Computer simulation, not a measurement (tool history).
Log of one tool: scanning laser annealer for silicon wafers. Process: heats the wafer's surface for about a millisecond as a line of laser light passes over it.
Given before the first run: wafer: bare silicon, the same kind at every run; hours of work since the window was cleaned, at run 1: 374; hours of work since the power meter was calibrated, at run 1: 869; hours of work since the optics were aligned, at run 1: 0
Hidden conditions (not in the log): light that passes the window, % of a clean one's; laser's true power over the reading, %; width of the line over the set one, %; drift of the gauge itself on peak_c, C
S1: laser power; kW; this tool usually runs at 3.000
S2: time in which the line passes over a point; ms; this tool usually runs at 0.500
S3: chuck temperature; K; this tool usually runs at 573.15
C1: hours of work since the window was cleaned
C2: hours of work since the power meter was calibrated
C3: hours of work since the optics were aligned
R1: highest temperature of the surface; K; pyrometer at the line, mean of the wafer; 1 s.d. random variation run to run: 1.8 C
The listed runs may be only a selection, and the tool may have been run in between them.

run 1 hour=0.0 | S1=3.000 S2=0.500 S3=573.15 | C1=374 C2=869 C3=0 | R1=1289.15
run 2 hour=76.8 | S1=3.000 S2=0.500 S3=573.15 | C1=408 C2=903 C3=34 | R1=1287.15
run 3 hour=146.3 | S1=3.000 S2=0.500 S3=573.15 | C1=438 C2=934 C3=64 | R1=1285.15
run 4 hour=193.7 | S1=3.000 S2=0.500 S3=573.15 | C1=459 C2=954 C3=85 | R1=1286.15
run 5 hour=229.1 | S1=2.835 S2=0.500 S3=573.15 | C1=475 C2=970 C3=101 | R1=1244.15
run 6 hour=295.8 | S1=2.835 S2=0.500 S3=573.15 | C1=504 C2=999 C3=130 | R1=1247.15
run 7 hour=331.6 | S1=2.835 S2=0.500 S3=573.15 | C1=520 C2=1015 C3=146 | R1=1242.15
run 8 hour=383.9 | S1=3.299 S2=0.500 S3=573.15 | C1=543 C2=1038 C3=169 | R1=1341.15
run 9 hour=444.8 | S1=3.000 S2=0.500 S3=573.15 | C1=570 C2=1065 C3=196 | R1=1274.15
run 10 hour=525.0 | S1=3.274 S2=0.500 S3=573.15 | C1=605 C2=1100 C3=231 | R1=1334.15
run 11 hour=570.5 | S1=3.000 S2=0.500 S3=536.15 | C1=625 C2=1120 C3=251 | R1=1237.15
run 12 hour=634.7 | S1=3.000 S2=0.500 S3=536.15 | C1=653 C2=1148 C3=279 | R1=1235.15
-- hour=643.5 window over the wafer cleaned
run 13 hour=702.7 | S1=3.000 S2=0.517 S3=573.15 | C1=26 C2=1177 C3=308 | R1=1320.15
run 14 hour=756.1 | S1=3.000 S2=0.517 S3=573.15 | C1=50 C2=1201 C3=332 | R1=1317.15
run 15 hour=812.3 | S1=3.187 S2=0.493 S3=605.15 | C1=74 C2=1226 C3=357 | R1=1373.15
run 16 hour=847.2 | S1=2.803 S2=0.391 S3=575.15 | C1=90 C2=1241 C3=372 | R1=1168.15
run 17 hour=911.7 | S1=2.803 S2=0.391 S3=575.15 | C1=118 C2=1269 C3=400 | R1=1166.15
run 18 hour=969.6 | S1=3.256 S2=0.411 S3=537.15 | C1=143 C2=1295 C3=426 | R1=1235.15
run 19 hour=1009.3 | S1=2.731 S2=0.386 S3=534.15 | C1=161 C2=1312 C3=443 | R1=1101.15
run 20 hour=1081.9 | S1=3.188 S2=0.582 S3=563.15 | C1=193 C2=1344 C3=475 | R1=1395.15

Consider 3 possible next runs. They are alternatives, not a sequence: every one starts from the tool as it was left by run 20. What does each give?
run A hour=1158.8 | S1=3.000 S2=0.500 S3=557.15 | C1=227 C2=1378 C3=509 | R1=?
run B hour=1158.8 | S1=3.101 S2=0.408 S3=591.15 | C1=227 C2=1378 C3=509 | R1=?
run C hour=1158.8 | S1=3.259 S2=0.443 S3=573.15 | C1=227 C2=1378 C3=509 | R1=?

run=A R1=1279.15
run=B R1=1248.15
run=C R1=1297.15
What these runs would have given with no unlogged condition in the tool:
run=A R1=1301.15
run=B R1=1268.15
run=C R1=1319.15
